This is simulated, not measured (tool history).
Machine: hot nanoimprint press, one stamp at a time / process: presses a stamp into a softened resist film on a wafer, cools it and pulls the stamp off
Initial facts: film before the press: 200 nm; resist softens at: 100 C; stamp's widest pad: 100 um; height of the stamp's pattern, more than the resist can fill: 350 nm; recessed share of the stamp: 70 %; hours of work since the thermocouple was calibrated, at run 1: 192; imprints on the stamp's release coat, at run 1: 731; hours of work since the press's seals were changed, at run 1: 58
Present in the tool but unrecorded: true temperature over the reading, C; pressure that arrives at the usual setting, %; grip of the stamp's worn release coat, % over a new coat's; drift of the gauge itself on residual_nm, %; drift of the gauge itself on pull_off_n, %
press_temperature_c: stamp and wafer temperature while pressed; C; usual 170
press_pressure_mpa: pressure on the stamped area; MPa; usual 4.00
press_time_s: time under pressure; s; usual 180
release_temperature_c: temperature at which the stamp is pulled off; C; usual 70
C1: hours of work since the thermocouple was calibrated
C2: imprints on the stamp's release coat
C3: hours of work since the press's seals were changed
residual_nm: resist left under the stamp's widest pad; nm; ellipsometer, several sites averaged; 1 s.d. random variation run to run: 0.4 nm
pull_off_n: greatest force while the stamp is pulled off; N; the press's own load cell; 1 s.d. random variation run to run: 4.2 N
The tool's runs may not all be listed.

Run 1, day 0.000: usual settings; C1 192; C2 731; C3 58. Result: residual_nm 94.8 nm, pull_off_n 244 N.
Run 2, day 0.325: usual settings but press_temperature_c 171 C; C1 198; C2 770; C3 64. Result: residual_nm 93.0 nm, pull_off_n 245 N.
Run 3, day 0.729: usual settings but press_temperature_c 171 C; C1 205; C2 819; C3 71. Result: residual_nm 92.4 nm, pull_off_n 252 N.
Run 4, day 0.962: usual settings but press_temperature_c 171 C; C1 209; C2 847; C3 76. Result: residual_nm 91.9 nm, pull_off_n 259 N.
Run 5, day 1.250: usual settings but press_temperature_c 171 C; C1 215; C2 882; C3 81. Result: residual_nm 91.8 nm, pull_off_n 256 N.
Run 6, day 1.692: usual settings but press_temperature_c 171 C, press_time_s 167 s; C1 223; C2 935; C3 89. Result: residual_nm 94.4 nm, pull_off_n 261 N.
Run 7, day 2.029: usual settings but press_temperature_c 171 C, press_time_s 167 s; C1 229; C2 976; C3 95. Result: residual_nm 95.4 nm, pull_off_n 259 N.
Run 8, day 2.525: usual settings; C1 238; C2 1036; C3 105. Result: residual_nm 95.8 nm, pull_off_n 270 N.
Run 9, day 2.854: usual settings; C1 244; C2 1076; C3 111. Result: residual_nm 95.3 nm, pull_off_n 270 N.
Run 10, day 3.167: usual settings; C1 250; C2 1114; C3 116. Result: residual_nm 95.8 nm, pull_off_n 278 N.
Run 11, day 3.671: usual settings; C1 259; C2 1175; C3 126. Result: residual_nm 95.9 nm, pull_off_n 271 N.
Run 12, day 3.975: usual settings but press_temperature_c 178 C; C1 265; C2 1212; C3 131. Result: residual_nm 72.3 nm, pull_off_n 270 N.
At day 4.400: plate thermocouple calibrated.
Run 13, day 4.429: usual settings but press_temperature_c 178 C; C1 0; C2 1252; C3 137. Result: residual_nm 72.3 nm, pull_off_n 275 N.
Run 14, day 4.962: usual settings but press_temperature_c 175 C; C1 10; C2 1316; C3 147. Result: residual_nm 82.1 nm, pull_off_n 291 N.
Run 15, day 5.188: usual settings but press_temperature_c 175 C; C1 14; C2 1344; C3 151. Result: residual_nm 81.0 nm, pull_off_n 296 N.
Run 16, day 5.558: usual settings but press_temperature_c 175 C; C1 21; C2 1389; C3 158. Result: residual_nm 81.4 nm, pull_off_n 287 N.
At day 5.875: stamp cleaned and given a new release coat.
At day 6.304: plate thermocouple calibrated, once more.
Run 17, day 6.450: usual settings but press_temperature_c 175 C; C1 3; C2 54; C3 168. Result: residual_nm 78.7 nm, pull_off_n 199 N.
Run 18, day 6.862: usual settings but press_temperature_c 176 C; C1 10; C2 104; C3 175. Result: residual_nm 75.6 nm, pull_off_n 205 N.
Run 19, day 7.308: usual settings but press_time_s 295 s; C1 19; C2 158; C3 184. Result: residual_nm 79.2 nm, pull_off_n 210 N.
Run 20, day 7.675: usual settings but press_temperature_c 168 C, press_time_s 163 s; C1 25; C2 203; C3 190. Result: residual_nm 105.0 nm, pull_off_n 216 N.
Run 21, day 8.079: usual settings but press_pressure_mpa 5.60 MPa, press_time_s 191 s; C1 33; C2 252; C3 198. Result: residual_nm 78.2 nm, pull_off_n 211 N.
Run 22, day 8.367: usual settings but press_pressure_mpa 5.60 MPa, press_time_s 191 s; C1 38; C2 286; C3 203. Result: residual_nm 77.7 nm, pull_off_n 222 N.
Run 23, day 8.658: usual settings but press_pressure_mpa 5.60 MPa, press_time_s 191 s; C1 43; C2 322; C3 208. Result: residual_nm 78.1 nm, pull_off_n 219 N.
Run 24, day 9.029: usual settings but press_pressure_mpa 3.72 MPa, release_temperature_c 71 C; C1 50; C2 366; C3 215. Result: residual_nm 98.1 nm, pull_off_n 220 N.
Run 25, day 9.458: usual settings but press_temperature_c 174 C, press_pressure_mpa 3.65 MPa, press_time_s 149 s, release_temperature_c 56 C; C1 58; C2 418; C3 223. Result: residual_nm 92.0 nm, pull_off_n 259 N.
Run 26, day 9.733: usual settings but press_temperature_c 174 C, press_pressure_mpa 3.65 MPa, press_time_s 149 s, release_temperature_c 56 C; C1 63; C2 452; C3 228. Result: residual_nm 92.1 nm, pull_off_n 268 N.
Run 27, day 10.238: usual settings but press_temperature_c 174 C, press_pressure_mpa 3.65 MPa, press_time_s 149 s, release_temperature_c 56 C; C1 73; C2 513; C3 237. Result: residual_nm 92.1 nm, pull_off_n 269 N.
Run 28, day 10.771: usual settings but press_temperature_c 174 C, press_pressure_mpa 3.65 MPa, press_time_s 149 s, release_temperature_c 56 C; C1 82; C2 577; C3 247. Result: residual_nm 91.9 nm, pull_off_n 277 N.
Run 29, day 11.250: usual settings but press_temperature_c 174 C, press_pressure_mpa 3.65 MPa, press_time_s 340 s, release_temperature_c 56 C; C1 91; C2 636; C3 256. Result: residual_nm 67.9 nm, pull_off_n 279 N.
Run 30, day 11.712: usual settings but press_temperature_c 161 C, press_pressure_mpa 3.51 MPa, press_time_s 97 s, release_temperature_c 64 C; C1 100; C2 691; C3 265. Result: residual_nm 156.3 nm, pull_off_n 265 N.

Entry by entry between the runs, the difference in hidden state between the last listed run before and the first listed run after:
In the gap between runs 12 and 13: plate thermocouple calibrated (day 4.400)
  true temperature over the reading, C: -0.61 -> -1.03; pressure that arrives at the usual setting, %: 99.25 -> 99.22; grip of the stamp's worn release coat, % over a new coat's: 35.9 -> 37.2
  what was measured, less what the result would be without the hidden state, residual_nm: +1.8 -> +2.9 nm; pull_off_n: +73 -> +77 N
In the gap between runs 16 and 17: stamp cleaned and given a new release coat (day 5.875); plate thermocouple calibrated, once more (day 6.304)
  true temperature over the reading, C: -1.07 -> 0.01; pressure that arrives at the usual setting, %: 99.1 -> 99.06; grip of the stamp's worn release coat, % over a new coat's: 41.6 -> 1.5
  what was measured, less what the result would be without the hidden state, residual_nm: +3.5 -> +0.4 nm; pull_off_n: +86 -> +3 N
